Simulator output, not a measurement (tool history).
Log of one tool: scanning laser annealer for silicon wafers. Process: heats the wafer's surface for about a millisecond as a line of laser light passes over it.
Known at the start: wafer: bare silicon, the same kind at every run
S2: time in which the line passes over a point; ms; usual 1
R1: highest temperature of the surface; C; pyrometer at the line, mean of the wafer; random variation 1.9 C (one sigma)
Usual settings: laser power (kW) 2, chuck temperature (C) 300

{"run": 1, "day": 0.0, "laser power (kW)": 2, "S2": 1, "chuck temperature (C)": 300, "R1": 1063}
{"run": 2, "day": 2.062, "laser power (kW)": 2, "S2": 1, "chuck temperature (C)": 300, "R1": 1057}
{"run": 3, "day": 3.892, "laser power (kW)": 2, "S2": 1, "chuck temperature (C)": 300, "R1": 1060}
{"run": 4, "day": 5.4, "laser power (kW)": 2, "S2": 1, "chuck temperature (C)": 300, "R1": 1058}
{"run": 5, "day": 7.533, "laser power (kW)": 2, "S2": 1, "chuck temperature (C)": 300, "R1": 1053}
{"run": 6, "day": 9.588, "laser power (kW)": 2, "S2": 1, "chuck temperature (C)": 300, "R1": 1050}
{"run": 7, "day": 10.583, "laser power (kW)": 2, "S2": 1, "chuck temperature (C)": 299, "R1": 1048}
{"day": 10.979, "done": "optics aligned, line set to its width"}
{"run": 8, "day": 11.996, "laser power (kW)": 2, "S2": 1, "chuck temperature (C)": 300, "R1": 1043}
{"run": 9, "day": 13.388, "laser power (kW)": 2, "S2": 1, "chuck temperature (C)": 300, "R1": 1043}
{"run": 10, "day": 15.067, "laser power (kW)": 2.001, "S2": 1, "chuck temperature (C)": 311, "R1": 1052}
{"run": 11, "day": 17.046, "laser power (kW)": 1.886, "S2": 1, "chuck temperature (C)": 280, "R1": 961}
{"day": 17.983, "done": "optics aligned, line set to its width, once more"}
{"run": 12, "day": 19.371, "laser power (kW)": 1.886, "S2": 1, "chuck temperature (C)": 280, "R1": 983}
{"run": 13, "day": 20.321, "laser power (kW)": 2.063, "S2": 1.04, "chuck temperature (C)": 280, "R1": 1088}
{"run": 14, "day": 21.967, "laser power (kW)": 2.063, "S2": 1.04, "chuck temperature (C)": 280, "R1": 1084}
{"run": 15, "day": 23.821, "laser power (kW)": 2.147, "S2": 0.8, "chuck temperature (C)": 300, "R1": 1037}

Forecast each of these 4 alternatives for the next run:
{"run": "A", "day": 25.8, "laser power (kW)": 1.72, "S2": 0.79, "chuck temperature (C)": 305, "R1": "?"}
{"run": "B", "day": 25.8, "laser power (kW)": 2.147, "S2": 1.17, "chuck temperature (C)": 273, "R1": "?"}
{"run": "C", "day": 25.8, "laser power (kW)": 2.147, "S2": 0.8, "chuck temperature (C)": 286, "R1": "?"}
{"run": "D", "day": 25.8, "laser power (kW)": 2.069, "S2": 1.01, "chuck temperature (C)": 299, "R1": "?"}

run=A R1=848
run=B R1=1170
run=C R1=1018
run=D R1=1089
Without the tool's hidden state the same runs would have given:
run=A R1=881
run=B R1=1224
run=C R1=1063
run=D R1=1137
